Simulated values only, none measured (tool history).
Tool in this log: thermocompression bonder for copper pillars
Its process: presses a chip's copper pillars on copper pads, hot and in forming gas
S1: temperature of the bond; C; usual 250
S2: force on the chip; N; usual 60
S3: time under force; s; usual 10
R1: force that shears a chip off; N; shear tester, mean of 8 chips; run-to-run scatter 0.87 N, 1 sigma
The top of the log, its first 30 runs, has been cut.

run 31 hour=582.2 | S1=250 S2=47 S3=6 | R1=52.2
run 32 hour=600.4 | S1=250 S2=47 S3=6 | R1=51.8
run 33 hour=616.2 | S1=250 S2=47 S3=6 | R1=53.4
run 34 hour=630.6 | S1=250 S2=61 S3=6 | R1=63.1
run 35 hour=656.7 | S1=233 S2=63 S3=25 | R1=88.7
run 36 hour=668.3 | S1=233 S2=63 S3=25 | R1=87.5
run 37 hour=688 | S1=233 S2=63 S3=25 | R1=89
run 38 hour=703.1 | S1=233 S2=63 S3=25 | R1=87.1
run 39 hour=726.3 | S1=233 S2=63 S3=25 | R1=87.6
-- hour=729.7 forming gas filter changed
run 40 hour=737.9 | S1=250 S2=60 S3=21 | R1=92.8

Branching from run 40: 4 alternative next runs. What would each branch give?
run A hour=760.9 | S1=271 S2=60 S3=11 | R1=?
run B hour=760.9 | S1=278 S2=60 S3=18 | R1=?
run C hour=760.9 | S1=267 S2=60 S3=16 | R1=?
run D hour=760.9 | S1=272 S2=60 S3=10 | R1=?

run=A R1=90.7
run=B R1=103.2
run=C R1=96.9
run=D R1=88.6
Stripped of hidden state, with their random variation kept, the same runs would have yielded:
run=A R1=90.7
run=B R1=103.2
run=C R1=96.9
run=D R1=88.6
